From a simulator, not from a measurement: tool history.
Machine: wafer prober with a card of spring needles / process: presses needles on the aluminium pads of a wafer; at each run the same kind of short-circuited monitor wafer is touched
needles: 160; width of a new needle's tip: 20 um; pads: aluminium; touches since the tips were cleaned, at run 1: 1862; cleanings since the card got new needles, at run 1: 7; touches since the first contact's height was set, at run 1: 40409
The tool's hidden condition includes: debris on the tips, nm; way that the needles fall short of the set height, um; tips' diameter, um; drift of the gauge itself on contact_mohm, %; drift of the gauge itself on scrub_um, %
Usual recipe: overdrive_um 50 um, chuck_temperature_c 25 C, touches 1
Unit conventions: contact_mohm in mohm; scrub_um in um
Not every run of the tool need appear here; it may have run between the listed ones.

run  hour  overdrive_um  chuck_temperature_c  touches  touches since the tips were cleaned  cleanings since the card got new needles  touches since the first contact's height was set  contact_mohm  scrub_um
  1     0            50                   25        1                                 1862                                         7                                             40409           351     13.22
  2   5.1            50                   25        1                                 3283                                         7                                             41830           390     13.22
     12.4  -- tips cleaned on abrasive film
  3  12.4            50                   25        1                                    0                                         8                                             43873           269     13.24
  4  20.9            50                   25        1                                 2375                                         8                                             46248           376     13.22
  5  25.6            50                   25        1                                 3698                                         8                                             47571           404     13.22
  6  30.6            50                   25        1                                 5090                                         8                                             48963           431     13.23
     31.5  -- tips cleaned on abrasive film
  7  36.6            50                   27        1                                 1436                                         9                                             50630           338     13.24
  8  44.4            69                   62        1                                 3613                                         9                                             52807           335     18.24
       51  -- tips cleaned on abrasive film
  9    53            50                   28        2                                  577                                        10                                             55206           282      13.2
 10  60.2            62                   34        3                                 2596                                        10                                             57225           282     16.37
 11  69.5            53                   34        2                                 5198                                        10                                             59827           352     13.99
     70.6  -- tips cleaned on abrasive film
 12  78.4            50                   25        1                                 2196                                        11                                             62301           370     13.13

Selected run-to-run steps in contact_mohm, each split into two signed amounts: the part the tool would show with no hidden state at all (from settings, incoming material and random variation), and the remainder, which goes to the hidden state together with any gauge scatter not common to the measured and the hidden-state-free results:
Run 2 -> 3: tips cleaned on abrasive film. contact_mohm -121 mohm: hidden state -124, all else +3.
